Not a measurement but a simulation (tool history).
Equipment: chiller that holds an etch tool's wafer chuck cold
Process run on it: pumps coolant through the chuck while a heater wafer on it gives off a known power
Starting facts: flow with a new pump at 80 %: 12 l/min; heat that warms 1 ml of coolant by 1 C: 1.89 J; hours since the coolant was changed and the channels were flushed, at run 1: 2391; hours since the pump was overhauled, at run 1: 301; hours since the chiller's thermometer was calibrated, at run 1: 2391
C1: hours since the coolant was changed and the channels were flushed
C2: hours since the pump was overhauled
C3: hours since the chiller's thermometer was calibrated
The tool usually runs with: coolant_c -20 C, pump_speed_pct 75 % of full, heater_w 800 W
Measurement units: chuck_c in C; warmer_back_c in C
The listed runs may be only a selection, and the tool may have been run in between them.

{"run": 1, "hour": 0.0, "coolant_c": -20, "pump_speed_pct": 75, "heater_w": 800, "C1": 2391, "C2": 301, "C3": 2391, "chuck_c": -10.4, "warmer_back_c": 2.22}
{"run": 2, "hour": 101.2, "coolant_c": -20, "pump_speed_pct": 75, "heater_w": 800, "C1": 2492, "C2": 403, "C3": 2492, "chuck_c": -10.5, "warmer_back_c": 2.23}
{"run": 3, "hour": 208.6, "coolant_c": -20, "pump_speed_pct": 75, "heater_w": 800, "C1": 2599, "C2": 510, "C3": 2599, "chuck_c": -10.5, "warmer_back_c": 2.29}
{"run": 4, "hour": 307.9, "coolant_c": -20, "pump_speed_pct": 75, "heater_w": 1189, "C1": 2699, "C2": 609, "C3": 2699, "chuck_c": -6.0, "warmer_back_c": 3.37}
{"run": 5, "hour": 390.0, "coolant_c": -14, "pump_speed_pct": 75, "heater_w": 1189, "C1": 2781, "C2": 691, "C3": 2781, "chuck_c": -0.1, "warmer_back_c": 3.31}
{"run": 6, "hour": 443.1, "coolant_c": -14, "pump_speed_pct": 75, "heater_w": 1189, "C1": 2834, "C2": 744, "C3": 2834, "chuck_c": 0.0, "warmer_back_c": 3.4}
{"run": 7, "hour": 538.2, "coolant_c": -20, "pump_speed_pct": 75, "heater_w": 800, "C1": 2929, "C2": 840, "C3": 2929, "chuck_c": -10.7, "warmer_back_c": 2.29}
{"run": 8, "hour": 643.2, "coolant_c": -20, "pump_speed_pct": 75, "heater_w": 800, "C1": 3034, "C2": 945, "C3": 3034, "chuck_c": -10.4, "warmer_back_c": 2.26}
{"run": 9, "hour": 733.9, "coolant_c": -20, "pump_speed_pct": 94, "heater_w": 800, "C1": 3125, "C2": 1035, "C3": 3125, "chuck_c": -11.7, "warmer_back_c": 1.78}
{"run": 10, "hour": 830.2, "coolant_c": -20, "pump_speed_pct": 94, "heater_w": 800, "C1": 3221, "C2": 1132, "C3": 3221, "chuck_c": -11.6, "warmer_back_c": 1.8}
{"run": 11, "hour": 938.0, "coolant_c": -20, "pump_speed_pct": 92, "heater_w": 800, "C1": 3329, "C2": 1239, "C3": 3329, "chuck_c": -11.5, "warmer_back_c": 1.76}
{"run": 12, "hour": 993.9, "coolant_c": -20, "pump_speed_pct": 75, "heater_w": 800, "C1": 3384, "C2": 1295, "C3": 3384, "chuck_c": -10.3, "warmer_back_c": 2.24}
{"run": 13, "hour": 1115.9, "coolant_c": -20, "pump_speed_pct": 75, "heater_w": 800, "C1": 3507, "C2": 1417, "C3": 3507, "chuck_c": -10.6, "warmer_back_c": 2.27}
{"run": 14, "hour": 1235.6, "coolant_c": -20, "pump_speed_pct": 75, "heater_w": 800, "C1": 3626, "C2": 1537, "C3": 3626, "chuck_c": -10.6, "warmer_back_c": 2.29}
{"run": 15, "hour": 1306.7, "coolant_c": -20, "pump_speed_pct": 86, "heater_w": 800, "C1": 3697, "C2": 1608, "C3": 3697, "chuck_c": -11.3, "warmer_back_c": 1.9}
{"run": 16, "hour": 1361.7, "coolant_c": -20, "pump_speed_pct": 86, "heater_w": 800, "C1": 3752, "C2": 1663, "C3": 3752, "chuck_c": -11.2, "warmer_back_c": 1.97}
{"run": 17, "hour": 1457.3, "coolant_c": -17, "pump_speed_pct": 68, "heater_w": 800, "C1": 3848, "C2": 1759, "C3": 3848, "chuck_c": -7.1, "warmer_back_c": 2.57}
{"run": 18, "hour": 1520.1, "coolant_c": -21, "pump_speed_pct": 75, "heater_w": 1034, "C1": 3911, "C2": 1821, "C3": 3911, "chuck_c": -8.9, "warmer_back_c": 3.0}
{"run": 19, "hour": 1575.7, "coolant_c": -29, "pump_speed_pct": 77, "heater_w": 1012, "C1": 3966, "C2": 1877, "C3": 3966, "chuck_c": -17.4, "warmer_back_c": 2.8}

Estimate the outcome of run 20 from the log above:
{"run": 20, "hour": 1667.9, "coolant_c": -29, "pump_speed_pct": 77, "heater_w": 1012, "C1": 4059, "C2": 1969, "C3": 4059, "chuck_c": "?", "warmer_back_c": "?"}

chuck_c: -17.3 C
warmer_back_c: 2.76 C
The same run, on a tool lacking any hidden state, would have yielded chuck_c -17.3 C, warmer_back_c 2.76 C.

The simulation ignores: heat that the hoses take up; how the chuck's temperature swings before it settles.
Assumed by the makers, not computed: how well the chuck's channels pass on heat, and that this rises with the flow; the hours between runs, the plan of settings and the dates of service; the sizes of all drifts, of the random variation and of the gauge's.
